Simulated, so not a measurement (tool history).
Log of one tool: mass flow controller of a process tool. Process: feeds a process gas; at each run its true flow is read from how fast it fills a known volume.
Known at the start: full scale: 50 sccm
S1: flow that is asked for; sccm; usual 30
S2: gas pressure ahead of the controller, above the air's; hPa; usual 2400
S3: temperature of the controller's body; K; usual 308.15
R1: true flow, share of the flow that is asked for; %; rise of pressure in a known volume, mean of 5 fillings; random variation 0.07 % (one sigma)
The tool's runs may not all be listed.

run	day	S1	S2	S3	R1
1	0	30	2400	308.15	98.89
2	4.254	30	2400	308.15	98.93
3	10.508	30	2400	308.15	98.88
4	16.488	30	2400	308.15	98.95
5	22.583	30	2400	308.15	98.95
6	29.258	30	2400	308.15	98.99
7	32.246	30	2400	308.15	99.04
8	37.429	30	2400	308.15	99.05
9	41.9	30	2400	308.15	98.89
10	45.021	30	2400	308.15	99.05
11	50.338	30	2230	308.15	98.89
12	55.108	30	2230	308.15	98.72
13	61.142	30	2230	308.15	98.93
14	65.854	5	2230	308.15	96.91
15	69.158	5	2230	308.15	96.75
16	75.862	5	2030	305.15	96.84
17	81.9	5	2030	305.15	96.72
18	87.246	31	1440	299.15	99.18
19	93.575	31	1440	299.15	99.17
20	99.904	39	2050	299.15	99.85
21	106.504	37	1630	308.15	98.66
22	110.75	37	1630	308.15	98.76
23	115.642	15	1540	307.15	97.8

Forecast each of these 4 alternatives for the next run:
A	118.908	15	2740	307.15	?
B	118.908	41	2550	299.15	?
C	118.908	9	1540	307.15	?
D	118.908	30	1600	302.15	?

run	R1
A	98.71
B	100.27
C	97.05
D	99.04
Without the tool's hidden state the same runs would have given:
run	R1
A	98.94
B	100.05
C	97.75
D	98.92
